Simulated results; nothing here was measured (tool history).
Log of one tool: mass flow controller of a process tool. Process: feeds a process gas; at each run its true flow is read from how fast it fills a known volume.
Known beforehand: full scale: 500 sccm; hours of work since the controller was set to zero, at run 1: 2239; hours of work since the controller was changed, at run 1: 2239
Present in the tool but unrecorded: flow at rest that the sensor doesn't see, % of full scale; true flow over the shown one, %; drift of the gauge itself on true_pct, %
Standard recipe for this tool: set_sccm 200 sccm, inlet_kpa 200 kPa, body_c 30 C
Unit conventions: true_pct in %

run	hour	set_sccm	inlet_kpa	body_c	hours of work since the controller was set to zero	hours of work since the controller was changed	true_pct
1	0	200	200	30	2239	2239	99.77
2	73.4	200	200	30	2285	2285	99.82
3	168.8	200	200	30	2346	2346	99.9
4	264.6	200	200	30	2407	2407	99.82
5	374.8	200	200	30	2477	2477	99.72
6	465.5	200	200	28	2534	2534	99.61
7	581.3	200	235	30	2608	2608	99.85
8	672.8	121	200	30	2666	2666	99.02
9	779.8	121	200	30	2734	2734	98.99
10	838.7	93	200	27	2771	2771	98.25
11	943.9	93	200	27	2838	2838	98.2
# hour 952.9: controller's zero set anew
12	1057.8	422	239	25	67	2910	100.14
13	1165.8	200	200	29	135	2979	99.2
14	1268.3	103	189	23	200	3044	96.78
# hour 1351: controller's zero set anew, once more
15	1377.6	103	189	23	17	3113	99.86

Here are 4 independent what-if runs from the current tool condition. What would each one return?
A	1478.8	468	243	37	81	3177	?
B	1478.8	200	221	29	81	3177	?
C	1478.8	336	189	27	81	3177	?
D	1478.8	103	189	38	81	3177	?

run	true_pct
A	102.08
B	100.72
C	100.96
D	101.24
The same runs, with their run-to-run variation unchanged, on a tool lacking any hidden condition would have given:
run	true_pct
A	101.14
B	99.85
C	100.04
D	100.46
